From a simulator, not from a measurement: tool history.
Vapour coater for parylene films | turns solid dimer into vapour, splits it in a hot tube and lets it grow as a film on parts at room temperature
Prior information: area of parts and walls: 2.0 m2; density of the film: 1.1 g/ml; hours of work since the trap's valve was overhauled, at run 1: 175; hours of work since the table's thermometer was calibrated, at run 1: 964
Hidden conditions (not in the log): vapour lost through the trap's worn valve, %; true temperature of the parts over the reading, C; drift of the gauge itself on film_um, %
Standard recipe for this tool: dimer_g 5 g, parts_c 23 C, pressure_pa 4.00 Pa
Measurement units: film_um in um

run    hour  dimer_g  parts_c  pressure_pa  hours of work since the trap's valve was overhauled  hours of work since the table's thermometer was calibrated  film_um
  1     0.0        5       23         4.00                                                  175                                                         964     1.77
  2    30.5        5       23         4.00                                                  189                                                         978     1.78
  3    93.7        5       23         4.00                                                  218                                                        1006     1.76
  4   130.2        5       23         4.00                                                  234                                                        1023     1.74
      173.6  -- trap's valve overhauled
  5   197.8        5       18         4.00                                                   11                                                        1052     2.19
  6   228.1        5       19         4.00                                                   25                                                        1065     2.09
  7   281.4        5       19         4.00                                                   49                                                        1089     2.06
  8   338.6        5       20         4.00                                                   74                                                        1115     1.98
  9   376.4        5       23         4.00                                                   92                                                        1132     1.82
 10   439.4        5       20         4.00                                                  120                                                        1161     1.94
 11   487.1        5       20         4.00                                                  141                                                        1182     1.96
 12   531.7        5       20         4.00                                                  162                                                        1202     1.93
 13   593.6        5       23         4.63                                                  190                                                        1230     1.72
 14   651.1        5       23         4.00                                                  216                                                        1256     1.74
      658.0  -- table's thermometer calibrated
 15   686.3        5       23         4.00                                                  231                                                          13     1.79
      740.1  -- trap's valve overhauled
 16   740.1        2       23         4.00                                                    0                                                          35     0.76
 17   776.1        2       23         4.00                                                   16                                                          52     0.76
 18   809.5        2       23         4.00                                                   31                                                          67     0.74
      819.4  -- table's thermometer calibrated, once more
 19   862.3        2       25         4.00                                                   55                                                          19     0.67
 20   898.0        2       25         4.00                                                   71                                                          35     0.68
 21   926.7        8       23         4.00                                                   84                                                          48     2.86
 22   967.0        8       23         4.00                                                  102                                                          67     2.85
 23  1030.2        8       23         4.00                                                  130                                                          95     2.80
 24  1059.2        8       23         4.00                                                  144                                                         108     2.82
 25  1100.2        8       23         4.00                                                  162                                                         127     2.80
 26  1159.8        5       35         2.81                                                  189                                                         154     1.26
 27  1194.3        4       19         4.10                                                  205                                                         169     1.52
 28  1243.2        4       19         4.10                                                  227                                                         191     1.54
 29  1275.4        7       22         2.29                                                  241                                                         206     2.62
     1303.9  -- trap's valve overhauled
 30  1344.7        3       23         3.02                                                   18                                                         235     1.14
 31  1390.0        2       29         2.13                                                   39                                                         256     0.66
 32  1445.0        2       15         4.00                                                   64                                                         281     0.86
 33  1483.4        2       15         4.00                                                   81                                                         298     0.85
 34  1551.4        2       23         4.00                                                  112                                                         329     0.71
 35  1609.9        2       21         9.37                                                  138                                                         355     0.66
 36  1668.9        4       24         9.37                                                  165                                                         382     1.22
 37  1713.2        7       32         9.37                                                  185                                                         402     1.68
 38  1765.9        7       32         9.37                                                  209                                                         425     1.65
 39  1814.9        9       21         7.05                                                  231                                                         448     2.99
     1867.9  -- trap's valve overhauled
 40  1885.8        2       27         2.84                                                    8                                                         478     0.69
 41  1918.5        6       16         4.00                                                   23                                                         492     2.66
 42  1982.9        3       19         7.63                                                   52                                                         521     1.15
 43  2045.7        8       26        10.02                                                   80                                                         550     2.34
 44  2110.7        4       26        10.02                                                  110                                                         579     1.15
 45  2165.5        4       26        10.02                                                  134                                                         604     1.16
 46  2215.0        9       23         8.24                                                  157                                                         626     2.86
 47  2254.1        9       23         8.24                                                  174                                                         644     2.91
 48  2315.7        7       31         8.88                                                  202                                                         672     1.72

Each row is a separate what-if for the run after 48, all from the same tool condition, not one after another. Results?
  A  2372.0        7       31         2.11                                                  228                                                         697        ?
  B  2372.0        7       23         2.71                                                  228                                                         697        ?
  C  2372.0        7       21         8.88                                                  228                                                         697        ?

run  film_um
  A     2.05
  B     2.53
  C     2.24
Without the tool's hidden state the same runs would have given:
run  film_um
  A     2.22
  B     2.73
  C     2.42

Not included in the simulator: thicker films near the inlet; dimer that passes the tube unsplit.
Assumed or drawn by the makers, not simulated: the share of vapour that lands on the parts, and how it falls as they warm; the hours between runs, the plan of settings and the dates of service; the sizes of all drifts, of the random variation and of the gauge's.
